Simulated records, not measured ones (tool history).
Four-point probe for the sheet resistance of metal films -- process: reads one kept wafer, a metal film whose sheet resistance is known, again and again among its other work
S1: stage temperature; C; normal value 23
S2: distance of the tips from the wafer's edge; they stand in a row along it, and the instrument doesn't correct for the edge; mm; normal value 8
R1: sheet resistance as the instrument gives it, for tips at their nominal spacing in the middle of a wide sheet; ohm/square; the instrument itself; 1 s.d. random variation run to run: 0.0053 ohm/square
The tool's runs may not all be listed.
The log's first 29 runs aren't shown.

run   hour  S1  S2         R1
 30  318.5  22  14  26.530366
 31  331.7  33  40  26.555129
 32  343.7  33  40  26.564249
 33  353.4  23  69  26.519614
 34  365.3  25  12  26.546416
 35  371.9  28  35  26.531796
 36  378.5  28   5  26.687575
 37  389.6  28   5  26.675902
 38  403.1  23  30  26.515158
 39    417  23  30  26.520237
 40  423.6  28  61  26.528535
 41  430.4  28  61  26.524777

Below are 4 alternative next runs, each starting from the tool's condition after run 41. Predict each:
  A  445.7  28  46   ?
  B  445.7  20   6   ?
  C  445.7  33   4   ?
  D  445.7  27  29   ?

run         R1
  A  26.522242
  B  26.593688
  C  26.761557
  D  26.534145
The same runs, with their run-to-run variation unchanged, on a tool lacking any hidden condition would have given:
run         R1
  A  26.606419
  B  26.678427
  C  26.846232
  D  26.618402
